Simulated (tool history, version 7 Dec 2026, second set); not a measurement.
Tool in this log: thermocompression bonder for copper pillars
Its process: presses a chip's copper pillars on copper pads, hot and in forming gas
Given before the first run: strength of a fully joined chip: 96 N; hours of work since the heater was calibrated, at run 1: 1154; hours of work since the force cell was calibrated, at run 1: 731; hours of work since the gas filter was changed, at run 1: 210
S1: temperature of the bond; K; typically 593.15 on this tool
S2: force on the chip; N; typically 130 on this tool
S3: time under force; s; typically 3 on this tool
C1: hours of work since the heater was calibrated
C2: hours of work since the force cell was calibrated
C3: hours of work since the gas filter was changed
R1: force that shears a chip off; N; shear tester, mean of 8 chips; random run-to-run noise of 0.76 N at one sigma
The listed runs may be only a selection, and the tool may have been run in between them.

| run | day | S1 | S2 | S3 | C1 | C2 | C3 | R1 |
|---|---|---|---|---|---|---|---|---|
| 1 | 0.000 | 593.15 | 130 | 3 | 1154 | 731 | 210 | 46.3 |
|  | 1.896 | forming gas filter changed |
| 2 | 2.967 | 593.15 | 130 | 3 | 1199 | 776 | 16 | 52.3 |
| 3 | 4.762 | 593.15 | 130 | 3 | 1226 | 803 | 44 | 50.3 |
| 4 | 7.429 | 593.15 | 130 | 3 | 1267 | 844 | 84 | 49.1 |
| 5 | 9.112 | 583.15 | 130 | 3 | 1292 | 870 | 110 | 43.8 |
| 6 | 11.375 | 583.15 | 130 | 3 | 1327 | 904 | 144 | 42.9 |
| 7 | 14.638 | 583.15 | 130 | 3 | 1377 | 954 | 194 | 42.4 |
| 8 | 16.296 | 583.15 | 130 | 3 | 1402 | 979 | 219 | 42.3 |
|  | 17.596 | forming gas filter changed |
|  | 18.533 | heater calibrated with a thermocouple chip |
| 9 | 18.533 | 593.15 | 99 | 3 | 0 | 1011 | 13 | 44.8 |
| 10 | 20.558 | 577.15 | 130 | 3 | 31 | 1042 | 44 | 46.8 |
| 11 | 22.446 | 577.15 | 130 | 4 | 60 | 1071 | 73 | 49.6 |
| 12 | 25.612 | 577.15 | 89 | 4 | 108 | 1119 | 121 | 37.4 |
| 13 | 27.254 | 593.15 | 130 | 3 | 133 | 1144 | 146 | 51.9 |
| 14 | 30.458 | 593.15 | 130 | 3 | 182 | 1193 | 195 | 49.8 |
|  | 33.375 | forming gas filter changed |
| 15 | 33.679 | 593.15 | 130 | 3 | 230 | 1242 | 5 | 54.2 |
| 16 | 35.317 | 593.15 | 130 | 5 | 255 | 1267 | 30 | 63.4 |
| 17 | 37.400 | 593.15 | 130 | 3 | 287 | 1299 | 61 | 52.4 |
| 18 | 39.104 | 593.15 | 130 | 3 | 313 | 1325 | 87 | 53.0 |
| 19 | 41.617 | 593.15 | 130 | 3 | 351 | 1363 | 126 | 51.0 |
| 20 | 43.179 | 593.15 | 143 | 3 | 375 | 1387 | 149 | 53.7 |
| 21 | 46.162 | 593.15 | 143 | 3 | 421 | 1432 | 195 | 51.1 |
|  | 49.033 | forming gas filter changed |
| 22 | 49.033 | 590.15 | 188 | 4 | 464 | 1475 | 0 | 69.7 |
| 23 | 50.908 | 606.15 | 82 | 3 | 493 | 1504 | 29 | 40.9 |
| 24 | 52.704 | 606.15 | 82 | 3 | 520 | 1531 | 56 | 40.2 |
| 25 | 54.225 | 596.15 | 130 | 3 | 543 | 1555 | 79 | 52.9 |
| 26 | 56.604 | 578.15 | 96 | 3 | 579 | 1591 | 115 | 34.5 |
| 27 | 59.025 | 570.15 | 79 | 3 | 616 | 1628 | 152 | 26.3 |
| 28 | 61.604 | 564.15 | 130 | 4 | 655 | 1667 | 191 | 41.8 |
| 29 | 64.021 | 582.15 | 130 | 3 | 692 | 1704 | 228 | 41.7 |
|  | 64.842 | forming gas filter changed |
| 30 | 65.462 | 569.15 | 185 | 2 | 714 | 1725 | 9 | 47.8 |
| 31 | 67.675 | 569.15 | 104 | 2 | 748 | 1759 | 43 | 29.2 |
| 32 | 70.254 | 569.15 | 104 | 2 | 787 | 1798 | 82 | 27.1 |
|  | 73.075 | force cell calibrated |
| 33 | 73.512 | 585.15 | 175 | 5 | 836 | 7 | 131 | 65.8 |
| 34 | 76.221 | 593.15 | 132 | 4 | 877 | 48 | 172 | 54.8 |
| 35 | 78.783 | 605.15 | 79 | 3 | 916 | 87 | 211 | 36.7 |
|  | 80.625 | forming gas filter changed |
| 36 | 80.629 | 593.15 | 127 | 3 | 944 | 115 | 0 | 53.3 |
| 37 | 82.529 | 615.15 | 86 | 7 | 973 | 144 | 29 | 60.8 |
| 38 | 84.642 | 615.15 | 86 | 7 | 1005 | 176 | 61 | 61.6 |

Consider 5 possible next runs. They are alternatives, not a sequence: every one starts from the tool as it was left by run 38. What does each give?
| A | 87.121 | 591.15 | 130 | 3 | 1043 | 214 | 99 | ? |
| B | 87.121 | 602.15 | 162 | 8 | 1043 | 214 | 99 | ? |
| C | 87.121 | 615.15 | 86 | 2 | 1043 | 214 | 99 | ? |
| D | 87.121 | 605.15 | 164 | 6 | 1043 | 214 | 99 | ? |
| E | 87.121 | 593.15 | 154 | 3 | 1043 | 214 | 99 | ? |

| run | R1 |
|---|---|
| A | 50.0 |
| B | 77.5 |
| C | 38.9 |
| D | 74.5 |
| E | 56.3 |
Stripped of hidden state, with their random variation kept, the same runs would have yielded:
| run | R1 |
|---|---|
| A | 56.1 |
| B | 83.9 |
| C | 43.8 |
| D | 81.0 |
| E | 62.7 |

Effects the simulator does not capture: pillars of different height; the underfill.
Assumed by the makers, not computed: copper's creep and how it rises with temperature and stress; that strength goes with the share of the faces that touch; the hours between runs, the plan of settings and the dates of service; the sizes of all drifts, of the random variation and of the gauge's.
